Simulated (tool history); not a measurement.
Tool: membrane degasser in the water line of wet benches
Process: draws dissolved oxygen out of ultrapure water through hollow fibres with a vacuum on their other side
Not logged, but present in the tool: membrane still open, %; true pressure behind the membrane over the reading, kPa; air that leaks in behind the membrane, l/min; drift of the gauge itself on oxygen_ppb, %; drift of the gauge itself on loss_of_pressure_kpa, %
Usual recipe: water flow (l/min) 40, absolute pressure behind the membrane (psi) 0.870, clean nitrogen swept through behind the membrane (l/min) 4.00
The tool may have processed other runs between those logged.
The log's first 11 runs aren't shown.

| run | hour | water flow (l/min) | absolute pressure behind the membrane (psi) | clean nitrogen swept through behind the membrane (l/min) | hours since the membrane was changed | hours since the vacuum gauge was calibrated | hours since the vacuum lines were made tight | dissolved oxygen in the water behind the degasser (ppb) | pressure that the water loses in the fibres (psi) |
|---|---|---|---|---|---|---|---|---|---|
| 12 | 918.7 | 40 | 0.870 | 4.00 | 1700 | 3219 | 7781 | 72.9 | 5.173 |
| 13 | 992.4 | 40 | 1.988 | 4.00 | 1774 | 3293 | 7854 | 245.1 | 5.175 |
| 14 | 1056.7 | 40 | 1.988 | 4.00 | 1838 | 3357 | 7919 | 250.7 | 5.158 |
| 15 | 1153.7 | 40 | 1.988 | 4.00 | 1935 | 3454 | 8016 | 244.7 | 5.111 |
| 16 | 1204.8 | 40 | 1.988 | 4.00 | 1986 | 3505 | 8067 | 246.0 | 5.134 |
| 17 | 1280.0 | 40 | 0.870 | 8.21 | 2062 | 3580 | 8142 | 39.9 | 5.113 |
| 18 | 1378.8 | 57 | 0.875 | 4.00 | 2160 | 3679 | 8241 | 106.3 | 7.303 |
| 19 | 1448.0 | 30 | 0.870 | 2.62 | 2230 | 3748 | 8310 | 77.0 | 3.857 |
| 20 | 1493.7 | 28 | 0.760 | 9.39 | 2275 | 3794 | 8356 | 17.9 | 3.571 |
| 21 | 1547.4 | 29 | 0.631 | 3.04 | 2329 | 3848 | 8409 | 28.9 | 3.723 |
| 22 | 1594.0 | 29 | 0.631 | 3.04 | 2376 | 3894 | 8456 | 29.6 | 3.672 |
| 23 | 1670.0 | 25 | 1.140 | 3.04 | 2452 | 3970 | 8532 | 93.5 | 3.210 |
| 24 | 1745.9 | 28 | 1.140 | 3.04 | 2528 | 4046 | 8608 | 103.1 | 3.556 |
| 25 | 1798.0 | 38 | 0.951 | 10.98 | 2580 | 4098 | 8660 | 34.2 | 4.805 |
| 26 | 1860.3 | 38 | 0.951 | 10.98 | 2642 | 4161 | 8722 | 34.5 | 4.841 |
| 27 | 1951.7 | 41 | 0.951 | 2.32 | 2733 | 4252 | 8814 | 138.9 | 5.214 |
| 28 | 2020.0 | 42 | 0.951 | 6.45 | 2802 | 4320 | 8882 | 59.4 | 5.333 |
| 29 | 2086.8 | 44 | 1.655 | 2.44 | 2868 | 4387 | 8949 | 328.0 | 5.627 |
| 30 | 2162.2 | 44 | 1.655 | 2.44 | 2944 | 4463 | 9024 | 330.6 | 5.625 |
| 31 | 2219.4 | 38 | 1.578 | 1.73 | 3001 | 4520 | 9081 | 368.3 | 4.873 |
| 32 | 2268.0 | 38 | 1.578 | 1.73 | 3050 | 4568 | 9130 | 364.2 | 4.830 |
| 33 | 2358.5 | 38 | 0.857 | 1.68 | 3140 | 4659 | 9220 | 140.7 | 4.811 |

Predict each of these 3 candidate next runs independently; none follows another, all start after run 33:
| A | 2420.3 | 38 | 0.857 | 2.65 | 3202 | 4721 | 9282 | ? | ? |
| B | 2420.3 | 57 | 0.857 | 1.68 | 3202 | 4721 | 9282 | ? | ? |
| C | 2420.3 | 38 | 1.893 | 1.68 | 3202 | 4721 | 9282 | ? | ? |

| run | dissolved oxygen in the water behind the degasser (ppb) | pressure that the water loses in the fibres (psi) |
|---|---|---|
| A | 94.0 | 4.766 |
| B | 203.3 | 7.191 |
| C | 471.4 | 4.828 |
With the hidden condition removed and each run's random variation left untouched, the same runs would have given:
| run | dissolved oxygen in the water behind the degasser (ppb) | pressure that the water loses in the fibres (psi) |
|---|---|---|
| A | 93.8 | 4.882 |
| B | 202.9 | 7.364 |
| C | 471.1 | 4.944 |
